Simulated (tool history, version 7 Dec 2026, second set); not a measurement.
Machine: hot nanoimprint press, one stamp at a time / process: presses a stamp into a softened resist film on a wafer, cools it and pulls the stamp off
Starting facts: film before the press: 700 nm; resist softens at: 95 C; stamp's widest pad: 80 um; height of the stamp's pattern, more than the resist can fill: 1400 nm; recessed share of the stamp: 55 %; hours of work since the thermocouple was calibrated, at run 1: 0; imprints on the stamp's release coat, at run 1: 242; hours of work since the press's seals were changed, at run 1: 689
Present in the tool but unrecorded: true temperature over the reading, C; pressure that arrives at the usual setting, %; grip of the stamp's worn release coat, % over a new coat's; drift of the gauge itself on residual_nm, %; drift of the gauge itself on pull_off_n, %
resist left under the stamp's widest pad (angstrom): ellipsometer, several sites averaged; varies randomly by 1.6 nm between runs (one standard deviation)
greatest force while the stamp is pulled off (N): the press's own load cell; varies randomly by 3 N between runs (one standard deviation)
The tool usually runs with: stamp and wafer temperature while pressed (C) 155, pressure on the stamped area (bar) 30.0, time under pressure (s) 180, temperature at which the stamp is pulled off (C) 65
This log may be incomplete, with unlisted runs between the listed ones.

| run | day | stamp and wafer temperature while pressed (C) | pressure on the stamped area (bar) | time under pressure (s) | temperature at which the stamp is pulled off (C) | hours of work since the thermocouple was calibrated | imprints on the stamp's release coat | hours of work since the press's seals were changed | resist left under the stamp's widest pad (angstrom) | greatest force while the stamp is pulled off (N) |
|---|---|---|---|---|---|---|---|---|---|---|
| 1 | 0.000 | 155 | 30.0 | 180 | 65 | 0 | 242 | 689 | 3929 | 148 |
| 2 | 3.150 | 155 | 30.0 | 180 | 65 | 40 | 496 | 728 | 3945 | 149 |
|  | 3.879 | stamp cleaned and given a new release coat |
| 3 | 6.325 | 154 | 30.0 | 180 | 65 | 76 | 197 | 765 | 4038 | 155 |
| 4 | 8.283 | 154 | 30.0 | 180 | 65 | 101 | 354 | 790 | 4045 | 149 |
|  | 10.700 | stamp cleaned and given a new release coat |
| 5 | 10.700 | 155 | 30.0 | 164 | 65 | 128 | 0 | 817 | 4022 | 147 |
| 6 | 12.471 | 155 | 30.0 | 180 | 65 | 150 | 143 | 839 | 3941 | 149 |
| 7 | 14.992 | 155 | 30.0 | 352 | 65 | 182 | 346 | 871 | 3179 | 150 |
| 8 | 16.412 | 155 | 30.0 | 180 | 65 | 200 | 460 | 889 | 3881 | 146 |
|  | 17.621 | stamp cleaned and given a new release coat |
| 9 | 19.629 | 155 | 30.0 | 180 | 65 | 237 | 161 | 926 | 3918 | 150 |
| 10 | 22.683 | 153 | 19.0 | 180 | 65 | 276 | 407 | 964 | 4978 | 146 |
|  | 24.475 | stamp cleaned and given a new release coat |
| 11 | 25.079 | 149 | 19.0 | 273 | 65 | 303 | 48 | 991 | 4899 | 147 |
| 12 | 26.808 | 149 | 19.0 | 273 | 65 | 324 | 188 | 1013 | 4917 | 150 |
|  | 28.354 | plate thermocouple calibrated |
| 13 | 30.029 | 148 | 30.0 | 180 | 65 | 21 | 436 | 1052 | 4655 | 156 |
|  | 31.521 | stamp cleaned and given a new release coat |
| 14 | 32.433 | 148 | 30.0 | 180 | 65 | 48 | 74 | 1079 | 4669 | 149 |
| 15 | 34.508 | 148 | 30.0 | 180 | 65 | 74 | 241 | 1105 | 4687 | 150 |
| 16 | 36.979 | 148 | 29.9 | 177 | 64 | 105 | 439 | 1136 | 4667 | 152 |
|  | 38.400 | stamp cleaned and given a new release coat |
| 17 | 39.067 | 155 | 30.0 | 118 | 54 | 128 | 54 | 1159 | 4402 | 169 |

Branching from run 17: 5 alternative next runs. What would each branch give?
| A | 40.933 | 167 | 45.0 | 118 | 54 | 152 | 204 | 1183 | ? | ? |
| B | 40.933 | 155 | 30.0 | 202 | 65 | 152 | 204 | 1183 | ? | ? |
| C | 40.933 | 155 | 30.0 | 114 | 60 | 152 | 204 | 1183 | ? | ? |
| D | 40.933 | 152 | 43.1 | 180 | 55 | 152 | 204 | 1183 | ? | ? |
| E | 40.933 | 161 | 43.1 | 226 | 54 | 152 | 204 | 1183 | ? | ? |

| run | resist left under the stamp's widest pad (angstrom) | greatest force while the stamp is pulled off (N) |
|---|---|---|
| A | 2589 | 184 |
| B | 3769 | 151 |
| C | 4406 | 165 |
| D | 3521 | 172 |
| E | 2503 | 174 |
Had the tool no hidden state, the same runs would have come out as:
| run | resist left under the stamp's widest pad (angstrom) | greatest force while the stamp is pulled off (N) |
|---|---|---|
| A | 2625 | 183 |
| B | 3825 | 151 |
| C | 4471 | 165 |
| D | 3572 | 171 |
| E | 2538 | 174 |
